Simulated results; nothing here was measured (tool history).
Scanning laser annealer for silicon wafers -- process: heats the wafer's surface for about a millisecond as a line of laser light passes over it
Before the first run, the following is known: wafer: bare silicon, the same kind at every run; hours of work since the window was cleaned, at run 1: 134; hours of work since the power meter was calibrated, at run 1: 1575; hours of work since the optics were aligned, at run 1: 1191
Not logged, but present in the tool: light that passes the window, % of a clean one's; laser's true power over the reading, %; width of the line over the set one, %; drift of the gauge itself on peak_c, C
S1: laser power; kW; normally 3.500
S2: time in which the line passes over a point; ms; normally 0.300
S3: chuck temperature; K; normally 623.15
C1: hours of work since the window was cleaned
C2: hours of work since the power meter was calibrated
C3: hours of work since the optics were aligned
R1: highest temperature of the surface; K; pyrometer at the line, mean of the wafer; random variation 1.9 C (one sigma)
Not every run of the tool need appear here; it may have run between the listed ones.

Run 1, hour 0.0: usual settings; C1 134; C2 1575; C3 1191. Result: R1 1367.15 K.
Run 2, hour 59.2: usual settings; C1 182; C2 1623; C3 1238. Result: R1 1362.15 K.
Run 3, hour 141.0: usual settings; C1 247; C2 1688; C3 1303. Result: R1 1367.15 K.
Run 4, hour 226.7: usual settings; C1 315; C2 1756; C3 1371. Result: R1 1367.15 K.
Run 5, hour 295.2: usual settings but S2 0.373 ms; C1 370; C2 1811; C3 1426. Result: R1 1440.15 K.
Run 6, hour 358.6: usual settings but S2 0.373 ms; C1 420; C2 1861; C3 1477. Result: R1 1438.15 K.
At hour 394.2: window over the wafer cleaned.
At hour 399.2: optics aligned, line set to its width.
Run 7, hour 412.0: usual settings but S2 0.373 ms; C1 10; C2 1898; C3 10. Result: R1 1437.15 K.
Run 8, hour 478.2: usual settings but S2 0.373 ms; C1 63; C2 1951; C3 63. Result: R1 1438.15 K.
Run 9, hour 517.3: usual settings but S2 0.373 ms; C1 94; C2 1982; C3 94. Result: R1 1438.15 K.
Run 10, hour 587.0: usual settings but S2 0.373 ms; C1 150; C2 2038; C3 150. Result: R1 1441.15 K.
Run 11, hour 624.3: usual settings but S2 0.373 ms; C1 179; C2 2067; C3 179. Result: R1 1441.15 K.
Run 12, hour 663.7: usual settings but S1 3.418 kW; C1 211; C2 2099; C3 211. Result: R1 1346.15 K.
Run 13, hour 728.5: usual settings; C1 262; C2 2150; C3 262. Result: R1 1364.15 K.
Run 14, hour 806.6: usual settings; C1 325; C2 2213; C3 325. Result: R1 1366.15 K.
Run 15, hour 848.3: usual settings; C1 358; C2 2246; C3 358. Result: R1 1366.15 K.
Run 16, hour 886.1: usual settings; C1 388; C2 2276; C3 388. Result: R1 1368.15 K.
Run 17, hour 944.8: usual settings; C1 435; C2 2323; C3 435. Result: R1 1360.15 K.
At hour 959.6: window over the wafer cleaned.
Run 18, hour 1015.9: usual settings; C1 45; C2 2378; C3 490. Result: R1 1365.15 K.
Run 19, hour 1095.6: usual settings; C1 108; C2 2441; C3 553. Result: R1 1369.15 K.
Run 20, hour 1150.8: usual settings; C1 152; C2 2485; C3 597. Result: R1 1365.15 K.
Run 21, hour 1192.1: usual settings; C1 185; C2 2518; C3 630. Result: R1 1365.15 K.
Run 22, hour 1229.9: usual settings; C1 215; C2 2549; C3 661. Result: R1 1368.15 K.
Run 23, hour 1289.8: usual settings but S1 3.662 kW, S2 0.261 ms, S3 596.15 K; C1 263; C2 2596; C3 708. Result: R1 1326.15 K.
Run 24, hour 1325.5: usual settings but S1 3.662 kW, S2 0.261 ms, S3 596.15 K; C1 292; C2 2625; C3 737. Result: R1 1325.15 K.
Run 25, hour 1403.0: usual settings but S1 3.662 kW, S2 0.252 ms, S3 624.15 K; C1 353; C2 2686; C3 799. Result: R1 1346.15 K.
Run 26, hour 1470.4: usual settings but S2 0.342 ms; C1 407; C2 2740; C3 852. Result: R1 1410.15 K.
At hour 1522.4: window over the wafer cleaned.
Run 27, hour 1543.5: usual settings but S2 0.342 ms; C1 17; C2 2797; C3 909. Result: R1 1409.15 K.
Run 28, hour 1597.0: usual settings but S2 0.234 ms, S3 622.15 K; C1 59; C2 2840; C3 952. Result: R1 1287.15 K.
Run 29, hour 1674.3: usual settings but S1 3.165 kW, S2 0.278 ms, S3 654.15 K; C1 121; C2 2901; C3 1013. Result: R1 1302.15 K.
Run 30, hour 1755.9: usual settings but S1 3.649 kW, S2 0.334 ms, S3 586.15 K; C1 186; C2 2966; C3 1078. Result: R1 1398.15 K.
Run 31, hour 1820.5: usual settings but S1 3.649 kW, S2 0.309 ms, S3 591.15 K; C1 238; C2 3018; C3 1130. Result: R1 1374.15 K.
Run 32, hour 1872.0: usual settings but S2 0.223 ms; C1 279; C2 3059; C3 1171. Result: R1 1277.15 K.
Run 33, hour 1912.6: usual settings but S1 3.791 kW, S2 0.225 ms; C1 311; C2 3091; C3 1203. Result: R1 1331.15 K.
Run 34, hour 1984.8: usual settings but S1 3.749 kW, S2 0.332 ms, S3 597.15 K; C1 369; C2 3149; C3 1261. Result: R1 1429.15 K.
Run 35, hour 2048.5: usual settings but S1 3.749 kW, S2 0.332 ms, S3 597.15 K; C1 419; C2 3199; C3 1311. Result: R1 1427.15 K.
At hour 2086.3: window over the wafer cleaned.
Run 36, hour 2134.8: usual settings but S1 3.749 kW, S2 0.332 ms, S3 597.15 K; C1 39; C2 3267; C3 1379. Result: R1 1429.15 K.
Run 37, hour 2186.7: usual settings but S1 3.749 kW, S2 0.332 ms, S3 597.15 K; C1 80; C2 3308; C3 1420. Result: R1 1427.15 K.
Run 38, hour 2257.0: usual settings but S1 3.023 kW, S2 0.295 ms; C1 136; C2 3364; C3 1476. Result: R1 1255.15 K.
At hour 2296.6: optics aligned, line set to its width.
Run 39, hour 2325.9: usual settings but S1 3.023 kW, S2 0.295 ms; C1 187; C2 3415; C3 23. Result: R1 1255.15 K.
Run 40, hour 2377.7: usual settings but S3 632.15 K; C1 228; C2 3456; C3 65. Result: R1 1375.15 K.

Hidden condition of the tool, last listed run before each entry between runs versus first listed run after:
Runs 6 to 7: window over the wafer cleaned (hour 394.2); optics aligned, line set to its width (hour 399.2)
  light that passes the window, % of a clean one's: 99.95 -> 99.99; width of the line over the set one, %: 0.04 -> 0
Runs 17 to 18: window over the wafer cleaned (hour 959.6)
  light that passes the window, % of a clean one's: 99.95 -> 99.99
Runs 26 to 27: window over the wafer cleaned (hour 1522.4)
  light that passes the window, % of a clean one's: 99.95 -> 100
Runs 35 to 36: window over the wafer cleaned (hour 2086.3)
  light that passes the window, % of a clean one's: 99.95 -> 99.99
Runs 38 to 39: optics aligned, line set to its width (hour 2296.6)
  width of the line over the set one, %: 0.03 -> 0

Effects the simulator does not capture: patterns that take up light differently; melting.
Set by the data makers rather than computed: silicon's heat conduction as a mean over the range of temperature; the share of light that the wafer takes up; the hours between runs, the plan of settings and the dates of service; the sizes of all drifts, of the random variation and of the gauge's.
